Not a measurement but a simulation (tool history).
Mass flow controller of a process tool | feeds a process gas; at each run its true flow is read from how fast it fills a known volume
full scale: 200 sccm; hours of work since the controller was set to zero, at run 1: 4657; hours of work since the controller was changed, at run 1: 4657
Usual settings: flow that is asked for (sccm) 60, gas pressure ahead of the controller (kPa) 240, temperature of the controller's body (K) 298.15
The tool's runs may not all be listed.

run,hour,flow that is asked for (sccm),gas pressure ahead of the controller (kPa),temperature of the controller's body (K),hours of work since the controller was set to zero,hours of work since the controller was changed,true flow (%)
1,0.0,60,240,298.15,4657,4657,101.98
2,93.2,60,240,298.15,4726,4726,102.06
3,175.3,60,240,296.15,4787,4787,102.23
4,272.8,60,240,298.15,4859,4859,102.19
5,400.7,60,240,298.15,4954,4954,102.21
6,486.9,60,240,298.15,5018,5018,102.26
7,600.1,135,240,298.15,5102,5102,101.49
8,755.3,135,240,298.15,5218,5218,101.47
9,880.0,60,232,298.15,5310,5310,102.68
10,1012.9,60,232,298.15,5409,5409,102.70
11,1109.7,60,232,298.15,5481,5481,102.81
12,1195.1,60,232,298.15,5544,5544,102.79
13,1321.9,60,240,298.15,5638,5638,102.83
14,1458.6,60,240,298.15,5740,5740,102.94
15,1567.8,60,192,298.15,5821,5821,103.36
16,1664.9,162,192,298.15,5893,5893,102.32
17,1737.2,108,240,298.15,5947,5947,101.84
18,1882.3,78,240,298.15,6055,6055,102.56
19,1945.3,78,240,298.15,6102,6102,102.53
20,2054.5,78,240,298.15,6183,6183,102.44
21,2140.2,60,152,298.15,6246,6246,103.91
22,2227.2,60,152,298.15,6311,6311,104.01
# hour 2296.9: controller's zero set anew
23,2334.5,60,152,298.15,28,6390,106.94
24,2452.1,60,152,298.15,115,6478,106.90
25,2525.6,25,230,298.15,170,6532,116.56
26,2663.1,25,230,298.15,272,6634,116.74
27,2774.0,111,216,302.15,354,6717,103.61
# hour 2915.0: controller's zero set anew, once more
28,2925.9,25,221,307.15,8,6829,98.21
29,3049.4,25,221,307.15,100,6921,98.29
30,3142.9,60,240,298.15,169,6990,99.22
# hour 3154.6: controller exchanged for a calibrated one
31,3257.6,183,190,298.15,76,76,99.87
32,3410.7,183,190,298.15,190,190,99.95
33,3494.1,183,190,298.15,252,252,100.03
34,3614.3,183,190,298.15,341,341,100.02
35,3734.8,183,190,298.15,431,431,100.06
36,3876.6,24,204,297.15,536,536,98.54
37,4022.4,69,150,299.15,645,645,98.86

The next listed run, before its measurement:
38,4112.2,69,150,299.15,711,711,?

true flow (%): 98.90
Without the tool's hidden state the same run would have given true flow (%) 98.29.
